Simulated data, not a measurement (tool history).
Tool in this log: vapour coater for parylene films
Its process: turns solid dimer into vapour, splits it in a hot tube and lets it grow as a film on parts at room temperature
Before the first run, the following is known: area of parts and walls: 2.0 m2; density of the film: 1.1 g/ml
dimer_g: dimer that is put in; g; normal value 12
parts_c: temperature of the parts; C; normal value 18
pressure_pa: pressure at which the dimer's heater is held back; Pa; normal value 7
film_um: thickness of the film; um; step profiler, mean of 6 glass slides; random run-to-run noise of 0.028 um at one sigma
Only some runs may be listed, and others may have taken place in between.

Run 1, hour 0: usual settings. Result: film_um 2.37 um.
Run 2, hour 74.2: usual settings but pressure_pa 4.73 Pa. Result: film_um 2.38 um.
Run 3, hour 124.9: usual settings but pressure_pa 6.18 Pa. Result: film_um 2.24 um.
Run 4, hour 202.8: usual settings but pressure_pa 6.18 Pa. Result: film_um 2.21 um.
At hour 221.1: trap's valve overhauled.
Run 5, hour 259.3: usual settings but pressure_pa 6.18 Pa. Result: film_um 2.36 um.
Run 6, hour 315.9: usual settings but pressure_pa 6.18 Pa. Result: film_um 2.38 um.
Run 7, hour 359.8: usual settings but pressure_pa 6.18 Pa. Result: film_um 2.37 um.
Run 8, hour 421.2: usual settings but pressure_pa 6.18 Pa. Result: film_um 2.3 um.
Run 9, hour 493.5: usual settings but pressure_pa 6.18 Pa. Result: film_um 2.22 um.
At hour 559.6: trap's valve overhauled.
Run 10, hour 574.1: usual settings. Result: film_um 2.34 um.
Run 11, hour 627.2: usual settings. Result: film_um 2.28 um.
Run 12, hour 682.9: usual settings but pressure_pa 10.39 Pa. Result: film_um 2.19 um.
Run 13, hour 715.9: usual settings but pressure_pa 2.46 Pa. Result: film_um 2.51 um.
Run 14, hour 761.9: usual settings but pressure_pa 5.24 Pa. Result: film_um 2.27 um.
Run 15, hour 839.2: usual settings but pressure_pa 5.24 Pa. Result: film_um 2.18 um.
At hour 901: trap's valve overhauled.
Run 16, hour 906.4: usual settings but pressure_pa 5.24 Pa. Result: film_um 2.34 um.
At hour 921.9: table's thermometer calibrated.
Run 17, hour 971.2: usual settings but parts_c 10 C. Result: film_um 3.39 um.

Run 18 has not been measured yet. What should we expect?
Run 18, hour 1033.4: usual settings but parts_c 10 C. Result: film_um ?.

{"run 18": {"film_um": 3.36}}
Were there no unlogged condition in the tool, this run, its random variation unchanged, would have produced film_um 3.5 um.

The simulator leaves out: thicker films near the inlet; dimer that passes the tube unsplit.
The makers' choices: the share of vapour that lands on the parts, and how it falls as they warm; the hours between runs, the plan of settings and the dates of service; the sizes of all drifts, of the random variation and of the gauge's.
